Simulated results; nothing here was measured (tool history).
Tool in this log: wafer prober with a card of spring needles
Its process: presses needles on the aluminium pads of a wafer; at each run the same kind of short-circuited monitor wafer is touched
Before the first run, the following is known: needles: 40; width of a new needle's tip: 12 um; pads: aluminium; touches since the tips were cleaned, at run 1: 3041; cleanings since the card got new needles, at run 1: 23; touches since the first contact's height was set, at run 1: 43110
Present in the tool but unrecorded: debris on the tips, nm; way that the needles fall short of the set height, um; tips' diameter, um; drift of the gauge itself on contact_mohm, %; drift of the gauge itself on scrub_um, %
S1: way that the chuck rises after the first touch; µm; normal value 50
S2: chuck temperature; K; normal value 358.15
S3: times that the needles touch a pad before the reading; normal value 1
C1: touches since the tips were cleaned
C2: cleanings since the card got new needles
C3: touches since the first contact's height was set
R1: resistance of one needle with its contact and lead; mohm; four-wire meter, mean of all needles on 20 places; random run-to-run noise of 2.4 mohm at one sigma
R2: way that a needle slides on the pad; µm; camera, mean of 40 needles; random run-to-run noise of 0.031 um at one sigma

| run | hour | S1 | S2 | S3 | C1 | C2 | C3 | R1 | R2 |
|---|---|---|---|---|---|---|---|---|---|
| 1 | 0.0 | 50 | 358.15 | 1 | 3041 | 23 | 43110 | 302 | 12.69 |
|  | 11.7 | tips cleaned on abrasive film |
| 2 | 11.7 | 50 | 358.15 | 3 | 0 | 24 | 46156 | 278 | 12.71 |
| 3 | 21.3 | 50 | 358.15 | 3 | 2551 | 24 | 48707 | 282 | 12.67 |
| 4 | 30.7 | 50 | 362.15 | 1 | 5035 | 24 | 51191 | 318 | 12.68 |
|  | 35.3 | tips cleaned on abrasive film |
| 5 | 45.1 | 50 | 362.15 | 1 | 2594 | 25 | 54960 | 300 | 12.63 |
|  | 58.5 | tips cleaned on abrasive film |
| 6 | 60.2 | 50 | 358.15 | 1 | 441 | 26 | 58907 | 284 | 12.60 |
| 7 | 75.4 | 58 | 337.15 | 1 | 4457 | 26 | 62923 | 298 | 14.72 |
|  | 81.7 | tips cleaned on abrasive film |
| 8 | 91.2 | 35 | 337.15 | 1 | 2511 | 27 | 67051 | 321 | 8.76 |
| 9 | 103.9 | 50 | 308.15 | 1 | 5875 | 27 | 70415 | 307 | 12.60 |
|  | 104.7 | tips cleaned on abrasive film |
| 10 | 115.7 | 50 | 308.15 | 1 | 2892 | 28 | 73482 | 291 | 12.63 |
|  | 127.8 | tips cleaned on abrasive film |
| 11 | 131.6 | 50 | 308.15 | 1 | 999 | 29 | 77646 | 278 | 12.55 |
| 12 | 145.3 | 46 | 358.15 | 2 | 4610 | 29 | 81257 | 303 | 11.53 |

For each entry between runs, how does the tool's hidden state at the last listed run before it compare with that at the first listed run after it?
Between runs 1 and 2: tips cleaned on abrasive film (hour 11.7)
  debris on the tips, nm: 54.7 -> 8.4; way that the needles fall short of the set height, um: 0.56 -> 0.65; tips' diameter, um: 12.76 -> 12.79
  difference, measured minus the result without the unlogged condition, R1: +29 -> +2 mohm; R2: -0.15 -> -0.17 µm
Between runs 4 and 5: tips cleaned on abrasive film (hour 35.3)
  debris on the tips, nm: 72.3 -> 45.2; way that the needles fall short of the set height, um: 0.65 -> 0.76; tips' diameter, um: 12.79 -> 12.83
  difference, measured minus the result without the unlogged condition, R1: +38 -> +24 mohm; R2: -0.17 -> -0.20 µm
Between runs 5 and 6: tips cleaned on abrasive film (hour 58.5)
  debris on the tips, nm: 45.2 -> 15.2; way that the needles fall short of the set height, um: 0.76 -> 0.85; tips' diameter, um: 12.83 -> 12.86
  difference, measured minus the result without the unlogged condition, R1: +24 -> +9 mohm; R2: -0.20 -> -0.22 µm
Between runs 7 and 8: tips cleaned on abrasive film (hour 81.7)
  debris on the tips, nm: 67.9 -> 45.1; way that the needles fall short of the set height, um: 0.85 -> 0.92; tips' diameter, um: 12.86 -> 12.88
  difference, measured minus the result without the unlogged condition, R1: +30 -> +46 mohm; R2: -0.21 -> -0.24 µm
Between runs 9 and 10: tips cleaned on abrasive film (hour 104.7)
  debris on the tips, nm: 77 -> 51; way that the needles fall short of the set height, um: 0.92 -> 1.03; tips' diameter, um: 12.88 -> 12.92
  difference, measured minus the result without the unlogged condition, R1: +45 -> +31 mohm; R2: -0.23 -> -0.27 µm
Between runs 10 and 11: tips cleaned on abrasive film (hour 127.8)
  debris on the tips, nm: 51 -> 23.6; way that the needles fall short of the set height, um: 1.03 -> 1.12; tips' diameter, um: 12.92 -> 12.96
  difference, measured minus the result without the unlogged condition, R1: +31 -> +14 mohm; R2: -0.27 -> -0.29 µm

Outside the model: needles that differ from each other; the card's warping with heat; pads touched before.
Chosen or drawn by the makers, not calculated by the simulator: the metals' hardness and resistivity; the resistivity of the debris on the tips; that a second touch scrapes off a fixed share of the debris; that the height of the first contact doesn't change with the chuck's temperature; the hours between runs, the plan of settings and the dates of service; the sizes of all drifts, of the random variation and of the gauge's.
